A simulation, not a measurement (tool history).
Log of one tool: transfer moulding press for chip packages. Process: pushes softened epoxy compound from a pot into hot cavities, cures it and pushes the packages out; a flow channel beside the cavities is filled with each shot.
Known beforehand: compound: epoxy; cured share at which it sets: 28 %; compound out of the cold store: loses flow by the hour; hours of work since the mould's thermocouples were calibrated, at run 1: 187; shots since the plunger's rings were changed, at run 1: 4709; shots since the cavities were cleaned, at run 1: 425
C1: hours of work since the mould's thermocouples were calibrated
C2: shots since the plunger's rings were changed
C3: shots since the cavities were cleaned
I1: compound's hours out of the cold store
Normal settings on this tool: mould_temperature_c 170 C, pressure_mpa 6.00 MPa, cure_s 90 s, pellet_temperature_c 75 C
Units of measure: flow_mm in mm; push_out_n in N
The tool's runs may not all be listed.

Run 1, hour 0.0: usual settings; C1 187; C2 4709; C3 425; I1 21.8. Result: flow_mm 689 mm, push_out_n 788 N.
Run 2, hour 13.0: usual settings but cure_s 72 s; C1 194; C2 4837; C3 553; I1 14.2. Result: flow_mm 710 mm, push_out_n 1462 N.
Run 3, hour 26.9: usual settings but cure_s 72 s; C1 201; C2 4974; C3 690; I1 17.1. Result: flow_mm 698 mm, push_out_n 1593 N.
At hour 33.9: cavities cleaned with cleaning compound and waxed.
Run 4, hour 38.4: usual settings but mould_temperature_c 177 C, cure_s 72 s; C1 206; C2 5072; C3 44; I1 26.4. Result: flow_mm 653 mm, push_out_n 558 N.
Run 5, hour 51.7: usual settings but mould_temperature_c 177 C, cure_s 72 s; C1 213; C2 5203; C3 175; I1 12.9. Result: flow_mm 684 mm, push_out_n 685 N.
Run 6, hour 64.7: usual settings but mould_temperature_c 177 C, cure_s 72 s; C1 220; C2 5332; C3 304; I1 29.8. Result: flow_mm 647 mm, push_out_n 707 N.
Run 7, hour 73.0: usual settings but mould_temperature_c 177 C, cure_s 72 s, pellet_temperature_c 69 C; C1 224; C2 5413; C3 385; I1 8.1. Result: flow_mm 702 mm, push_out_n 828 N.
At hour 84.9: plunger's sealing rings changed.
Run 8, hour 91.6: usual settings but mould_temperature_c 177 C, cure_s 72 s, pellet_temperature_c 69 C; C1 232; C2 66; C3 544; I1 19.1. Result: flow_mm 735 mm, push_out_n 877 N.
Run 9, hour 102.3: usual settings but mould_temperature_c 177 C, cure_s 72 s, pellet_temperature_c 69 C; C1 237; C2 171; C3 649; I1 25.9. Result: flow_mm 714 mm, push_out_n 864 N.
At hour 113.9: cavities cleaned with cleaning compound and waxed.
Run 10, hour 119.0: usual settings but mould_temperature_c 164 C, cure_s 72 s, pellet_temperature_c 68 C; C1 245; C2 321; C3 50; I1 26.4. Result: flow_mm 748 mm, push_out_n 1377 N.
Run 11, hour 135.2: usual settings but mould_temperature_c 164 C, cure_s 72 s, pellet_temperature_c 68 C; C1 253; C2 481; C3 210; I1 29.1. Result: flow_mm 737 mm, push_out_n 1644 N.
Run 12, hour 143.7: usual settings but mould_temperature_c 175 C, pressure_mpa 4.77 MPa, cure_s 92 s, pellet_temperature_c 69 C; C1 258; C2 565; C3 294; I1 19.9. Result: flow_mm 651 mm, push_out_n 529 N.
Run 13, hour 158.7: usual settings but mould_temperature_c 175 C, pressure_mpa 4.77 MPa, cure_s 92 s, pellet_temperature_c 69 C; C1 265; C2 713; C3 442; I1 27.3. Result: flow_mm 632 mm, push_out_n 586 N.
Run 14, hour 166.1: usual settings but pressure_mpa 5.05 MPa, cure_s 114 s; C1 269; C2 785; C3 514; I1 9.5. Result: flow_mm 711 mm, push_out_n 581 N.
Run 15, hour 181.4: usual settings but pressure_mpa 7.39 MPa, cure_s 93 s, pellet_temperature_c 69 C; C1 277; C2 936; C3 665; I1 28.8. Result: flow_mm 797 mm, push_out_n 829 N.

For some of the steps in flow_mm from one run to the next: how much would appear even if the tool had no hidden state, given the settings, what came in and random variation, and how much remains for the hidden state plus any gauge scatter that the measured result and the result without hidden state don't share?
Hidden conditions of the tool in this case: true mould temperature over the reading, C; pressure that reaches the compound, % of what is set; grip of the stained cavities, % over clean ones'; drift of the gauge itself on flow_mm, %; drift of the gauge itself on push_out_n, %.
Run 7 -> 8: plunger's sealing rings changed. flow_mm +33 mm: hidden state +68, all else -35.
Run 11 -> 12: mould_temperature_c 164 -> 175, pressure_mpa 6.00 -> 4.77, cure_s 72 -> 92, pellet_temperature_c 68 -> 69. flow_mm -86 mm: hidden state -1, all else -85.

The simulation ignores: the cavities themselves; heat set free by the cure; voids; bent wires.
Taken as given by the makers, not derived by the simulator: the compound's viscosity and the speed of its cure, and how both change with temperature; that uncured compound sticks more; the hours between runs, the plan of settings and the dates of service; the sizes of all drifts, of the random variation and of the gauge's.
